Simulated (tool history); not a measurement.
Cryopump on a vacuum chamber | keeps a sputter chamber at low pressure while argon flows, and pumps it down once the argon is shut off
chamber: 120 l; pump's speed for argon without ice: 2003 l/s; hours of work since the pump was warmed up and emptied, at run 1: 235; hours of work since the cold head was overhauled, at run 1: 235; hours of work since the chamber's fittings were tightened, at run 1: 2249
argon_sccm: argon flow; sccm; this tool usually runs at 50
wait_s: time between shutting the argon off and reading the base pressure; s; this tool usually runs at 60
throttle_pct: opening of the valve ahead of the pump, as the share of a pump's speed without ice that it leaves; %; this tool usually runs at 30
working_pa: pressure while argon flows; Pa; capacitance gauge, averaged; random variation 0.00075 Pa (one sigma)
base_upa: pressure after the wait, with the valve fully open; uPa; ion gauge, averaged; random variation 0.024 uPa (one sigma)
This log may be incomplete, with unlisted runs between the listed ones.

| run | hour | argon_sccm | wait_s | throttle_pct | hours of work since the pump was warmed up and emptied | hours of work since the cold head was overhauled | hours of work since the chamber's fittings were tightened | working_pa | base_upa |
|---|---|---|---|---|---|---|---|---|---|
| 1 | 0.0 | 50 | 60 | 30 | 235 | 235 | 2249 | 0.1452 | 1.23 |
| 2 | 14.8 | 50 | 60 | 30 | 248 | 248 | 2262 | 0.1454 | 1.23 |
| 3 | 29.7 | 50 | 60 | 30 | 261 | 261 | 2274 | 0.1450 | 1.23 |
| 4 | 44.3 | 50 | 60 | 54 | 274 | 274 | 2287 | 0.0831 | 1.18 |
| 5 | 56.3 | 50 | 60 | 30 | 284 | 284 | 2297 | 0.1470 | 1.25 |
| 6 | 72.5 | 50 | 60 | 30 | 298 | 298 | 2311 | 0.1468 | 1.27 |
| 7 | 86.5 | 75 | 60 | 30 | 310 | 310 | 2323 | 0.2211 | 1.26 |
| 8 | 99.8 | 75 | 60 | 30 | 321 | 321 | 2335 | 0.2205 | 1.26 |
| 9 | 113.6 | 75 | 60 | 30 | 333 | 333 | 2347 | 0.2208 | 1.25 |
| 10 | 129.0 | 50 | 60 | 30 | 347 | 347 | 2360 | 0.1485 | 1.27 |
| 11 | 140.9 | 50 | 60 | 19 | 357 | 357 | 2370 | 0.2297 | 1.23 |
| 12 | 154.7 | 50 | 60 | 19 | 369 | 369 | 2382 | 0.2281 | 1.25 |
| 13 | 175.3 | 50 | 211 | 46 | 386 | 386 | 2400 | 0.0999 | 0.73 |
| 14 | 191.1 | 50 | 211 | 46 | 400 | 400 | 2414 | 0.1001 | 0.69 |
| 15 | 207.3 | 62 | 71 | 43 | 414 | 414 | 2428 | 0.1321 | 1.16 |
| 16 | 217.5 | 78 | 60 | 18 | 423 | 423 | 2436 | 0.3805 | 1.30 |
| 17 | 232.4 | 78 | 60 | 18 | 436 | 436 | 2449 | 0.3790 | 1.29 |
| 18 | 242.2 | 23 | 51 | 25 | 444 | 444 | 2458 | 0.0822 | 1.42 |
| 19 | 258.7 | 54 | 60 | 30 | 458 | 458 | 2472 | 0.1629 | 1.26 |
| 20 | 271.5 | 60 | 189 | 57 | 469 | 469 | 2483 | 0.1008 | 0.78 |
| 21 | 291.0 | 60 | 111 | 57 | 486 | 486 | 2500 | 0.1010 | 0.91 |
| 22 | 309.4 | 27 | 21 | 30 | 502 | 502 | 2516 | 0.0813 | 2.83 |
| 23 | 325.4 | 27 | 21 | 30 | 516 | 516 | 2529 | 0.0811 | 2.74 |
| 24 | 339.9 | 27 | 21 | 30 | 528 | 528 | 2542 | 0.0826 | 2.82 |

Branching from run 24: 5 alternative next runs. What would each branch give?
| A | 349.6 | 23 | 60 | 30 | 537 | 537 | 2550 | ? | ? |
| B | 349.6 | 59 | 29 | 41 | 537 | 537 | 2550 | ? | ? |
| C | 349.6 | 90 | 147 | 20 | 537 | 537 | 2550 | ? | ? |
| D | 349.6 | 24 | 21 | 46 | 537 | 537 | 2550 | ? | ? |
| E | 349.6 | 50 | 21 | 42 | 537 | 537 | 2550 | ? | ? |

| run | working_pa | base_upa |
|---|---|---|
| A | 0.0707 | 1.41 |
| B | 0.1352 | 2.16 |
| C | 0.4002 | 0.87 |
| D | 0.0499 | 2.81 |
| E | 0.1108 | 2.83 |
The same runs, with their run-to-run variation unchanged, on a tool lacking any hidden condition would have given:
| run | working_pa | base_upa |
|---|---|---|
| A | 0.0653 | 1.01 |
| B | 0.1213 | 1.78 |
| C | 0.3789 | 0.48 |
| D | 0.0442 | 2.42 |
| E | 0.0990 | 2.43 |

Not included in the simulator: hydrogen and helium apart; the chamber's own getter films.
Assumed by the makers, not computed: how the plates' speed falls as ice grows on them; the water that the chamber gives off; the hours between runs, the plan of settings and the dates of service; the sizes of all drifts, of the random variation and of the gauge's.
